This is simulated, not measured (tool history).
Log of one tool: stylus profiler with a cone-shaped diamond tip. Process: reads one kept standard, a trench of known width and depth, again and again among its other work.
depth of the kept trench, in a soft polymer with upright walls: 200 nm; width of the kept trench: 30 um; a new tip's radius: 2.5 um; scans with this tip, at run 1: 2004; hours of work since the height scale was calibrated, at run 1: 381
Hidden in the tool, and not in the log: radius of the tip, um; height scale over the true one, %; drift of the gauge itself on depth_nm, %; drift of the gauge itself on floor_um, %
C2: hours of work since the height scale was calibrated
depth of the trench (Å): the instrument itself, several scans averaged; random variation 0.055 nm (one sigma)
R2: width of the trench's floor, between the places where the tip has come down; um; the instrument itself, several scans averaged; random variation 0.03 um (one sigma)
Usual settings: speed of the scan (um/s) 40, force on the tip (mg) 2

{"run": 1, "hour": 0.0, "speed of the scan (um/s)": 40, "force on the tip (mg)": 2, "scans with this tip": 2004, "C2": 381, "depth of the trench (Å)": 2014.7, "R2": 27.64}
{"run": 2, "hour": 109.5, "speed of the scan (um/s)": 40, "force on the tip (mg)": 2, "scans with this tip": 2419, "C2": 459, "depth of the trench (Å)": 2015.8, "R2": 27.64}
{"run": 3, "hour": 212.4, "speed of the scan (um/s)": 40, "force on the tip (mg)": 2, "scans with this tip": 2809, "C2": 534, "depth of the trench (Å)": 2016.1, "R2": 27.49}
{"run": 4, "hour": 301.4, "speed of the scan (um/s)": 40, "force on the tip (mg)": 1.87, "scans with this tip": 3146, "C2": 598, "depth of the trench (Å)": 2016.6, "R2": 27.51}
{"run": 5, "hour": 380.7, "speed of the scan (um/s)": 40, "force on the tip (mg)": 1.87, "scans with this tip": 3447, "C2": 655, "depth of the trench (Å)": 2016.1, "R2": 27.48}
{"run": 6, "hour": 464.3, "speed of the scan (um/s)": 40, "force on the tip (mg)": 2, "scans with this tip": 3764, "C2": 715, "depth of the trench (Å)": 2018.3, "R2": 27.44}
{"run": 7, "hour": 530.3, "speed of the scan (um/s)": 40, "force on the tip (mg)": 2, "scans with this tip": 4014, "C2": 762, "depth of the trench (Å)": 2018.7, "R2": 27.34}
{"run": 8, "hour": 620.6, "speed of the scan (um/s)": 40, "force on the tip (mg)": 2, "scans with this tip": 4356, "C2": 827, "depth of the trench (Å)": 2017.8, "R2": 27.33}
{"run": 9, "hour": 731.4, "speed of the scan (um/s)": 40, "force on the tip (mg)": 2, "scans with this tip": 4776, "C2": 907, "depth of the trench (Å)": 2019, "R2": 27.22}
{"run": 10, "hour": 857.2, "speed of the scan (um/s)": 82, "force on the tip (mg)": 2, "scans with this tip": 5253, "C2": 998, "depth of the trench (Å)": 2018.6, "R2": 27.09}
{"run": 11, "hour": 920.2, "speed of the scan (um/s)": 40, "force on the tip (mg)": 2, "scans with this tip": 5491, "C2": 1043, "depth of the trench (Å)": 2019.6, "R2": 27.17}
{"run": 12, "hour": 1005.7, "speed of the scan (um/s)": 40, "force on the tip (mg)": 2, "scans with this tip": 5815, "C2": 1104, "depth of the trench (Å)": 2019.8, "R2": 27.09}
{"run": 13, "hour": 1114.0, "speed of the scan (um/s)": 40, "force on the tip (mg)": 2, "scans with this tip": 6226, "C2": 1182, "depth of the trench (Å)": 2020.3, "R2": 27.06}
{"run": 14, "hour": 1186.4, "speed of the scan (um/s)": 40, "force on the tip (mg)": 2, "scans with this tip": 6500, "C2": 1234, "depth of the trench (Å)": 2020.6, "R2": 27.04}
{"run": 15, "hour": 1260.3, "speed of the scan (um/s)": 40, "force on the tip (mg)": 2, "scans with this tip": 6780, "C2": 1288, "depth of the trench (Å)": 2021.8, "R2": 27.03}
{"run": 16, "hour": 1350.7, "speed of the scan (um/s)": 40, "force on the tip (mg)": 2, "scans with this tip": 7123, "C2": 1353, "depth of the trench (Å)": 2020.5, "R2": 26.94}
{"run": 17, "hour": 1466.0, "speed of the scan (um/s)": 40, "force on the tip (mg)": 2, "scans with this tip": 7560, "C2": 1436, "depth of the trench (Å)": 2021.7, "R2": 26.86}
{"run": 18, "hour": 1523.7, "speed of the scan (um/s)": 40, "force on the tip (mg)": 2, "scans with this tip": 7778, "C2": 1477, "depth of the trench (Å)": 2021.7, "R2": 26.9}
{"run": 19, "hour": 1600.5, "speed of the scan (um/s)": 40, "force on the tip (mg)": 2, "scans with this tip": 8069, "C2": 1533, "depth of the trench (Å)": 2021.9, "R2": 26.86}
{"run": 20, "hour": 1683.8, "speed of the scan (um/s)": 40, "force on the tip (mg)": 2, "scans with this tip": 8385, "C2": 1592, "depth of the trench (Å)": 2022.7, "R2": 26.77}
{"run": 21, "hour": 1780.8, "speed of the scan (um/s)": 40, "force on the tip (mg)": 2, "scans with this tip": 8753, "C2": 1662, "depth of the trench (Å)": 2022.7, "R2": 26.79}
{"run": 22, "hour": 1884.9, "speed of the scan (um/s)": 40, "force on the tip (mg)": 2, "scans with this tip": 9147, "C2": 1737, "depth of the trench (Å)": 2023.4, "R2": 26.76}
{"run": 23, "hour": 1976.4, "speed of the scan (um/s)": 40, "force on the tip (mg)": 2, "scans with this tip": 9494, "C2": 1803, "depth of the trench (Å)": 2022.6, "R2": 26.67}
{"run": 24, "hour": 2037.7, "speed of the scan (um/s)": 34, "force on the tip (mg)": 2.35, "scans with this tip": 9726, "C2": 1847, "depth of the trench (Å)": 2024.5, "R2": 26.67}
{"run": 25, "hour": 2130.4, "speed of the scan (um/s)": 11, "force on the tip (mg)": 3.04, "scans with this tip": 10077, "C2": 1914, "depth of the trench (Å)": 2030, "R2": 26.67}
{"run": 26, "hour": 2214.5, "speed of the scan (um/s)": 96, "force on the tip (mg)": 5.91, "scans with this tip": 10396, "C2": 1974, "depth of the trench (Å)": 2038.5, "R2": 26.53}
{"run": 27, "hour": 2304.8, "speed of the scan (um/s)": 105, "force on the tip (mg)": 2.02, "scans with this tip": 10738, "C2": 2039, "depth of the trench (Å)": 2024.5, "R2": 26.38}
{"run": 28, "hour": 2380.1, "speed of the scan (um/s)": 105, "force on the tip (mg)": 2.02, "scans with this tip": 11023, "C2": 2094, "depth of the trench (Å)": 2025.6, "R2": 26.38}
{"hour": 2438.6, "done": "height scale calibrated on a step standard"}
{"run": 29, "hour": 2444.3, "speed of the scan (um/s)": 105, "force on the tip (mg)": 2.02, "scans with this tip": 11265, "C2": 4, "depth of the trench (Å)": 2014.7, "R2": 26.33}
{"run": 30, "hour": 2558.9, "speed of the scan (um/s)": 105, "force on the tip (mg)": 2.15, "scans with this tip": 11699, "C2": 87, "depth of the trench (Å)": 2014.4, "R2": 26.29}
{"run": 31, "hour": 2621.2, "speed of the scan (um/s)": 105, "force on the tip (mg)": 2.15, "scans with this tip": 11935, "C2": 131, "depth of the trench (Å)": 2015.1, "R2": 26.27}
{"run": 32, "hour": 2741.7, "speed of the scan (um/s)": 105, "force on the tip (mg)": 2.15, "scans with this tip": 12392, "C2": 218, "depth of the trench (Å)": 2016.9, "R2": 26.27}
{"run": 33, "hour": 2848.3, "speed of the scan (um/s)": 105, "force on the tip (mg)": 2.15, "scans with this tip": 12796, "C2": 295, "depth of the trench (Å)": 2016.3, "R2": 26.17}
{"run": 34, "hour": 2925.2, "speed of the scan (um/s)": 17, "force on the tip (mg)": 2.6, "scans with this tip": 13087, "C2": 350, "depth of the trench (Å)": 2018.9, "R2": 26.34}
{"run": 35, "hour": 3052.6, "speed of the scan (um/s)": 154, "force on the tip (mg)": 1.88, "scans with this tip": 13570, "C2": 442, "depth of the trench (Å)": 2016.4, "R2": 25.98}
{"hour": 3098.1, "done": "new tip fitted, height scale calibrated"}
{"run": 36, "hour": 3147.8, "speed of the scan (um/s)": 154, "force on the tip (mg)": 5.27, "scans with this tip": 188, "C2": 36, "depth of the trench (Å)": 2025.7, "R2": 27.75}
{"run": 37, "hour": 3257.5, "speed of the scan (um/s)": 46, "force on the tip (mg)": 1.41, "scans with this tip": 604, "C2": 115, "depth of the trench (Å)": 2011.6, "R2": 27.79}
{"run": 38, "hour": 3336.1, "speed of the scan (um/s)": 40, "force on the tip (mg)": 0.93, "scans with this tip": 902, "C2": 171, "depth of the trench (Å)": 2009.2, "R2": 27.78}
{"run": 39, "hour": 3462.0, "speed of the scan (um/s)": 40, "force on the tip (mg)": 3.4, "scans with this tip": 1379, "C2": 262, "depth of the trench (Å)": 2021.2, "R2": 27.74}
{"run": 40, "hour": 3552.5, "speed of the scan (um/s)": 76, "force on the tip (mg)": 5.73, "scans with this tip": 1722, "C2": 327, "depth of the trench (Å)": 2029.4, "R2": 27.66}
{"run": 41, "hour": 3655.9, "speed of the scan (um/s)": 76, "force on the tip (mg)": 5.73, "scans with this tip": 2114, "C2": 401, "depth of the trench (Å)": 2029.7, "R2": 27.55}
{"run": 42, "hour": 3761.7, "speed of the scan (um/s)": 18, "force on the tip (mg)": 5.84, "scans with this tip": 2515, "C2": 478, "depth of the trench (Å)": 2031.2, "R2": 27.6}
{"run": 43, "hour": 3835.4, "speed of the scan (um/s)": 20, "force on the tip (mg)": 3.44, "scans with this tip": 2794, "C2": 531, "depth of the trench (Å)": 2023, "R2": 27.5}
{"run": 44, "hour": 3903.7, "speed of the scan (um/s)": 17, "force on the tip (mg)": 2, "scans with this tip": 3053, "C2": 580, "depth of the trench (Å)": 2017.3, "R2": 27.58}
{"run": 45, "hour": 3993.6, "speed of the scan (um/s)": 17, "force on the tip (mg)": 2, "scans with this tip": 3393, "C2": 644, "depth of the trench (Å)": 2018.4, "R2": 27.41}

Forecast each of these 5 alternatives for the next run:
{"run": "A", "hour": 4119.4, "speed of the scan (um/s)": 108, "force on the tip (mg)": 2.3, "scans with this tip": 3870, "C2": 735, "depth of the trench (Å)": "?", "R2": "?"}
{"run": "B", "hour": 4119.4, "speed of the scan (um/s)": 19, "force on the tip (mg)": 5.31, "scans with this tip": 3870, "C2": 735, "depth of the trench (Å)": "?", "R2": "?"}
{"run": "C", "hour": 4119.4, "speed of the scan (um/s)": 22, "force on the tip (mg)": 1.24, "scans with this tip": 3870, "C2": 735, "depth of the trench (Å)": "?", "R2": "?"}
{"run": "D", "hour": 4119.4, "speed of the scan (um/s)": 49, "force on the tip (mg)": 2.75, "scans with this tip": 3870, "C2": 735, "depth of the trench (Å)": "?", "R2": "?"}
{"run": "E", "hour": 4119.4, "speed of the scan (um/s)": 45, "force on the tip (mg)": 1.32, "scans with this tip": 3870, "C2": 735, "depth of the trench (Å)": "?", "R2": "?"}

run=A depth_of_the_trench_(Å)=2019.1 R2=27.2
run=B depth_of_the_trench_(Å)=2031.1 R2=27.44
run=C depth_of_the_trench_(Å)=2014.1 R2=27.4
run=D depth_of_the_trench_(Å)=2021.5 R2=27.3
run=E depth_of_the_trench_(Å)=2014.4 R2=27.34
Without the tool's hidden state the same runs would have given:
run=A depth_of_the_trench_(Å)=2014.3 R2=27.79
run=B depth_of_the_trench_(Å)=2026.2 R2=28.03
run=C depth_of_the_trench_(Å)=2009.3 R2=27.99
run=D depth_of_the_trench_(Å)=2016.7 R2=27.89
run=E depth_of_the_trench_(Å)=2009.6 R2=27.93
